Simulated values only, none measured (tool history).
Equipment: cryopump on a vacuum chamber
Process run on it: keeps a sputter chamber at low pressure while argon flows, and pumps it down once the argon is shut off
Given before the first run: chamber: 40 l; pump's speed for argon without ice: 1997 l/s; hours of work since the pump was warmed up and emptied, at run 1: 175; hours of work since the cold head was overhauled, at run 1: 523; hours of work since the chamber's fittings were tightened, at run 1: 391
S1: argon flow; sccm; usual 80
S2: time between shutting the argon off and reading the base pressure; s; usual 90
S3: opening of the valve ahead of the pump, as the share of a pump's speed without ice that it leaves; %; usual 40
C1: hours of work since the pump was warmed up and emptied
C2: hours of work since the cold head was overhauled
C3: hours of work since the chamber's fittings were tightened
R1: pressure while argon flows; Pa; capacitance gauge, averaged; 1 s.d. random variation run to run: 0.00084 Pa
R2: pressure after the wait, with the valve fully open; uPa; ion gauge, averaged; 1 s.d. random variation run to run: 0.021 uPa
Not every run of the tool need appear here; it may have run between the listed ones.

{"run": 1, "hour": 0.0, "S1": 80, "S2": 90, "S3": 40, "C1": 175, "C2": 523, "C3": 391, "R1": 0.1761, "R2": 0.97}
{"run": 2, "hour": 39.7, "S1": 80, "S2": 90, "S3": 18, "C1": 191, "C2": 539, "C3": 407, "R1": 0.3835, "R2": 1.02}
{"run": 3, "hour": 62.5, "S1": 80, "S2": 90, "S3": 18, "C1": 201, "C2": 548, "C3": 416, "R1": 0.3811, "R2": 1.02}
{"run": 4, "hour": 88.7, "S1": 62, "S2": 90, "S3": 40, "C1": 211, "C2": 559, "C3": 427, "R1": 0.1365, "R2": 1.06}
{"run": 5, "hour": 137.8, "S1": 62, "S2": 90, "S3": 40, "C1": 231, "C2": 579, "C3": 447, "R1": 0.1369, "R2": 1.1}
{"run": 6, "hour": 165.7, "S1": 62, "S2": 90, "S3": 43, "C1": 243, "C2": 591, "C3": 459, "R1": 0.129, "R2": 1.1}
{"run": 7, "hour": 217.5, "S1": 62, "S2": 90, "S3": 43, "C1": 264, "C2": 612, "C3": 480, "R1": 0.1291, "R2": 1.15}
{"run": 8, "hour": 269.4, "S1": 62, "S2": 90, "S3": 43, "C1": 285, "C2": 633, "C3": 501, "R1": 0.1305, "R2": 1.24}
{"run": 9, "hour": 321.3, "S1": 62, "S2": 90, "S3": 43, "C1": 306, "C2": 654, "C3": 522, "R1": 0.13, "R2": 1.22}
{"run": 10, "hour": 371.3, "S1": 46, "S2": 90, "S3": 43, "C1": 327, "C2": 674, "C3": 543, "R1": 0.0978, "R2": 1.32}
{"hour": 387.2, "done": "pump warmed up, emptied and cooled again"}
{"run": 11, "hour": 402.6, "S1": 46, "S2": 90, "S3": 43, "C1": 6, "C2": 685, "C3": 553, "R1": 0.0907, "R2": 1.13}
{"run": 12, "hour": 437.3, "S1": 46, "S2": 90, "S3": 43, "C1": 20, "C2": 699, "C3": 567, "R1": 0.0921, "R2": 1.16}
{"run": 13, "hour": 465.6, "S1": 46, "S2": 90, "S3": 43, "C1": 32, "C2": 711, "C3": 579, "R1": 0.0912, "R2": 1.17}
{"run": 14, "hour": 515.6, "S1": 46, "S2": 90, "S3": 43, "C1": 52, "C2": 731, "C3": 599, "R1": 0.0915, "R2": 1.22}
{"run": 15, "hour": 537.5, "S1": 46, "S2": 90, "S3": 43, "C1": 61, "C2": 740, "C3": 608, "R1": 0.0922, "R2": 1.21}
{"run": 16, "hour": 566.3, "S1": 80, "S2": 90, "S3": 40, "C1": 73, "C2": 752, "C3": 620, "R1": 0.1729, "R2": 1.26}
{"run": 17, "hour": 602.4, "S1": 80, "S2": 90, "S3": 40, "C1": 88, "C2": 767, "C3": 635, "R1": 0.1709, "R2": 1.27}
{"run": 18, "hour": 623.6, "S1": 80, "S2": 90, "S3": 40, "C1": 97, "C2": 775, "C3": 643, "R1": 0.1733, "R2": 1.31}
{"run": 19, "hour": 654.9, "S1": 150, "S2": 60, "S3": 40, "C1": 109, "C2": 788, "C3": 656, "R1": 0.3266, "R2": 1.41}
{"run": 20, "hour": 688.6, "S1": 42, "S2": 99, "S3": 30, "C1": 123, "C2": 802, "C3": 670, "R1": 0.1208, "R2": 1.35}
{"run": 21, "hour": 728.5, "S1": 42, "S2": 99, "S3": 30, "C1": 139, "C2": 818, "C3": 686, "R1": 0.1216, "R2": 1.4}
{"run": 22, "hour": 764.6, "S1": 79, "S2": 83, "S3": 40, "C1": 154, "C2": 833, "C3": 701, "R1": 0.1718, "R2": 1.41}
{"run": 23, "hour": 814.6, "S1": 80, "S2": 22, "S3": 40, "C1": 175, "C2": 853, "C3": 721, "R1": 0.1762, "R2": 2.13}

Run 24 has not been measured yet. What should we expect?
{"run": 24, "hour": 848.0, "S1": 80, "S2": 22, "S3": 40, "C1": 188, "C2": 867, "C3": 735, "R1": "?", "R2": "?"}

{"run 24": {"R1": 0.1758, "R2": 2.15}}
The same run, on a tool lacking any hidden state, would have yielded R1 0.169 Pa, R2 1.04 uPa.
